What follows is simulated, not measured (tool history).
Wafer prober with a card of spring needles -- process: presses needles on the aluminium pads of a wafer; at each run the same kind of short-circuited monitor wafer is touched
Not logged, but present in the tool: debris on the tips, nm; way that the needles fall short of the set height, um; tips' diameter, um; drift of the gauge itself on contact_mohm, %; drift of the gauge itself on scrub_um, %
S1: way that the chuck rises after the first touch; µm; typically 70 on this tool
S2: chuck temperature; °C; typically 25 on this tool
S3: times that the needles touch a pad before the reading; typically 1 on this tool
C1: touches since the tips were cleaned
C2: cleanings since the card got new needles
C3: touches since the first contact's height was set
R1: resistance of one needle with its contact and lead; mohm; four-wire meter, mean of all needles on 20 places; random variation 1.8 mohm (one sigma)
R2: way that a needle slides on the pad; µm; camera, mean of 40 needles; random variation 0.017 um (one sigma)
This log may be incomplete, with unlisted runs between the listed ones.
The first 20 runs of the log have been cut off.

run     day  S1   S2  S3    C1  C2     C3   R1     R2
      9.038  -- height of the first contact set anew, once more
 21   9.038  54   43   3  2883  18      0  250  10.59
 22   9.588  54   43   3  5634  18   2751  250  10.57
      9.867  -- tips cleaned on abrasive film
 23   9.875  70   70   1    37  19   4150  247  13.67
 24  10.392  64   25   2  2625  19   6738  247  12.51
 25  10.804  83  108   1  4662  19   8775  267  16.23
     11.288  -- tips cleaned on abrasive film
 26  11.325  66   28   2   195  20  11362  239  12.89
 27  11.829  70  113   1  2708  20  13875  271  13.72
 28  12.396  70  113   1  5528  20  16695  275  13.69
 29  12.654  65  124   1  6817  20  17984  281  12.71
     12.696  -- tips cleaned on abrasive film
 30  13.133  65   62   2  2193  21  20350  252  12.70
 31  13.733  70   25   1  5178  21  23335  256  13.69
     14.112  -- tips cleaned on abrasive film
 32  14.254  70   66   2   723  22  25909  254  13.70
 33  14.858  52   69   1  3713  22  28899  275  10.15
 34  15.367  77   90   3  6251  22  31437  258  15.06
     15.529  -- tips cleaned on abrasive film
 35  15.712  77   90   3   901  23  33132  253  15.04
 36  16.038  82   33   1  2518  23  34749  246  15.98

Predict each of these 3 candidate next runs independently; none follows another, all start after run 36:
  A  16.488  69  31   1  4772  23  37003   ?   ?
  B  16.488  70  34   1  4772  23  37003   ?   ?
  C  16.488  79  37   1  4772  23  37003   ?   ?

run   R1     R2
  A  257  13.49
  B  256  13.67
  C  255  15.41
Had the tool no hidden state, the same runs would have come out as:
run   R1     R2
  A  238  13.54
  B  238  13.72
  C  240  15.46

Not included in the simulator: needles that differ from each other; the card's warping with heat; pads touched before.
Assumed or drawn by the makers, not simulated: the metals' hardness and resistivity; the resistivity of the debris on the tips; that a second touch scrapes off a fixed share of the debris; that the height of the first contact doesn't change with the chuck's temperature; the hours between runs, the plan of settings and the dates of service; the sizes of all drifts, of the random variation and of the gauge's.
